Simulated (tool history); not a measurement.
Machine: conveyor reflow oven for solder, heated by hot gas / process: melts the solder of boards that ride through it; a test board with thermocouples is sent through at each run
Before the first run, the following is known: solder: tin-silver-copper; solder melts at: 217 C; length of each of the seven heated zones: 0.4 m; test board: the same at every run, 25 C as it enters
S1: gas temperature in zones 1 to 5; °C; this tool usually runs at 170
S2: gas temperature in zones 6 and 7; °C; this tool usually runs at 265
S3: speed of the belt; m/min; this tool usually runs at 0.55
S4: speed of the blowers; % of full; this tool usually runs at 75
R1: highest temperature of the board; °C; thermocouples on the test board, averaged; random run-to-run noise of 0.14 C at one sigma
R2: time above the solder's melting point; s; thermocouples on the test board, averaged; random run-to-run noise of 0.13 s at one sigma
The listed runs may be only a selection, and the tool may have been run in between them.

run 1 hour=0 | S1=170 S2=265 S3=0.55 S4=75 | R1=254.1 R2=67
run 2 hour=28.1 | S1=170 S2=265 S3=0.55 S4=56 | R1=251.2 R2=64
run 3 hour=44.5 | S1=170 S2=265 S3=0.55 S4=75 | R1=253.9 R2=67
run 4 hour=68.2 | S1=170 S2=265 S3=0.55 S4=75 | R1=253.8 R2=67.2
run 5 hour=91 | S1=170 S2=265 S3=0.55 S4=75 | R1=254.1 R2=67.1
run 6 hour=119.9 | S1=170 S2=265 S3=0.55 S4=75 | R1=253.9 R2=66.9
run 7 hour=135.5 | S1=170 S2=265 S3=0.55 S4=75 | R1=254.1 R2=66.9
-- hour=149.8 flux residue cleaned out of gas plates and filters
run 8 hour=163.5 | S1=170 S2=265 S3=0.55 S4=75 | R1=255 R2=67.8
run 9 hour=181.2 | S1=170 S2=265 S3=0.55 S4=75 | R1=254.8 R2=67.7
run 10 hour=207.2 | S1=170 S2=265 S3=0.55 S4=75 | R1=254.8 R2=67.9
run 11 hour=229.9 | S1=176 S2=261 S3=0.445 S4=51 | R1=253.6 R2=86.8
run 12 hour=254.7 | S1=166 S2=254 S3=0.632 S4=65 | R1=239 R2=42.9
run 13 hour=281.1 | S1=166 S2=263 S3=0.608 S4=65 | R1=248.2 R2=53.3
run 14 hour=303.3 | S1=162 S2=272 S3=0.49 S4=51 | R1=259.8 R2=76.4
run 15 hour=323.9 | S1=176 S2=265 S3=0.55 S4=72 | R1=255.2 R2=69.8
run 16 hour=339.6 | S1=176 S2=265 S3=0.55 S4=72 | R1=255.1 R2=70.2
run 17 hour=366.7 | S1=176 S2=265 S3=0.55 S4=72 | R1=255.2 R2=70.3
run 18 hour=392.2 | S1=176 S2=265 S3=0.55 S4=72 | R1=254.9 R2=69.9
run 19 hour=408.7 | S1=164 S2=265 S3=0.501 S4=51 | R1=252.9 R2=70.1

5 options for the next run, each taken on its own from the tool as it stands now. Forecast them:
run A hour=423.1 | S1=164 S2=265 S3=0.555 S4=51 | R1=? R2=?
run B hour=423.1 | S1=174 S2=265 S3=0.617 S4=86 | R1=? R2=?
run C hour=423.1 | S1=175 S2=260 S3=0.55 S4=75 | R1=? R2=?
run D hour=423.1 | S1=170 S2=265 S3=0.55 S4=75 | R1=? R2=?
run E hour=423.1 | S1=166 S2=265 S3=0.55 S4=75 | R1=? R2=?

run=A R1=249.6 R2=59.4
run=B R1=253.1 R2=60.2
run=C R1=250.6 R2=66.3
run=D R1=254.6 R2=67.4
run=E R1=254 R2=65.7
With the hidden condition removed and each run's random variation left untouched, the same runs would have given:
run=A R1=249.7 R2=59.6
run=B R1=253.4 R2=60.5
run=C R1=250.7 R2=66.5
run=D R1=254.8 R2=67.6
run=E R1=254.2 R2=65.9
